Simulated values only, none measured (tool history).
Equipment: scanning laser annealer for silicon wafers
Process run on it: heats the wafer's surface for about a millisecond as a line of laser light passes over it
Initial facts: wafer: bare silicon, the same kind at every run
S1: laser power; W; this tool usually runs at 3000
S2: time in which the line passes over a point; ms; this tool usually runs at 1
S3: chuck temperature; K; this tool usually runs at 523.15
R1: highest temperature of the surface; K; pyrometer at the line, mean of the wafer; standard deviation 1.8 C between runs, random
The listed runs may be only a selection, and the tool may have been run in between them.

run 1 hour=0 | S1=3000 S2=1 S3=523.15 | R1=1237.15
run 2 hour=10.5 | S1=3000 S2=1 S3=523.15 | R1=1235.15
run 3 hour=23.2 | S1=3000 S2=1 S3=523.15 | R1=1238.15
run 4 hour=31 | S1=3000 S2=1 S3=523.15 | R1=1240.15
run 5 hour=44.8 | S1=3000 S2=1 S3=523.15 | R1=1236.15
run 6 hour=57.4 | S1=3000 S2=1 S3=523.15 | R1=1240.15
run 7 hour=67 | S1=3000 S2=1 S3=523.15 | R1=1238.15
run 8 hour=79.3 | S1=3000 S2=1 S3=523.15 | R1=1241.15
run 9 hour=93.5 | S1=3000 S2=1 S3=523.15 | R1=1237.15
run 10 hour=102.8 | S1=3000 S2=1 S3=523.15 | R1=1239.15
run 11 hour=111.3 | S1=3000 S2=1 S3=523.15 | R1=1241.15
run 12 hour=123.3 | S1=3000 S2=1 S3=523.15 | R1=1239.15
run 13 hour=133.3 | S1=3000 S2=1 S3=523.15 | R1=1238.15
-- hour=137.1 window over the wafer cleaned
run 14 hour=144.4 | S1=3000 S2=1.08 S3=523.15 | R1=1265.15
run 15 hour=155.9 | S1=3116 S2=1.01 S3=558.15 | R1=1308.15
run 16 hour=171.3 | S1=3000 S2=1 S3=486.15 | R1=1203.15
run 17 hour=186.2 | S1=3136 S2=1.13 S3=523.15 | R1=1325.15
run 18 hour=196.2 | S1=3136 S2=0.94 S3=501.15 | R1=1225.15
run 19 hour=206.5 | S1=2978 S2=0.74 S3=501.15 | R1=1108.15
run 20 hour=222.1 | S1=3199 S2=0.97 S3=501.15 | R1=1256.15
run 21 hour=233.8 | S1=3199 S2=0.99 S3=513.15 | R1=1275.15
run 22 hour=247 | S1=3010 S2=1.14 S3=542.15 | R1=1312.15
run 23 hour=261.9 | S1=3010 S2=1.14 S3=542.15 | R1=1311.15
run 24 hour=272.8 | S1=3010 S2=1.14 S3=542.15 | R1=1310.15
run 25 hour=286.8 | S1=3010 S2=0.83 S3=518.15 | R1=1169.15
run 26 hour=295.6 | S1=3010 S2=0.83 S3=518.15 | R1=1168.15
run 27 hour=307.2 | S1=3000 S2=1.05 S3=519.15 | R1=1253.15

Consider 3 possible next runs. They are alternatives, not a sequence: every one starts from the tool as it was left by run 27. What does each give?
run A hour=320.2 | S1=2769 S2=1.04 S3=523.15 | R1=?
run B hour=320.2 | S1=3000 S2=1 S3=539.15 | R1=?
run C hour=320.2 | S1=2947 S2=1 S3=518.15 | R1=?

run=A R1=1193.15
run=B R1=1254.15
run=C R1=1219.15
Without the tool's unlogged condition, the same runs would have read:
run=A R1=1193.15
run=B R1=1255.15
run=C R1=1219.15
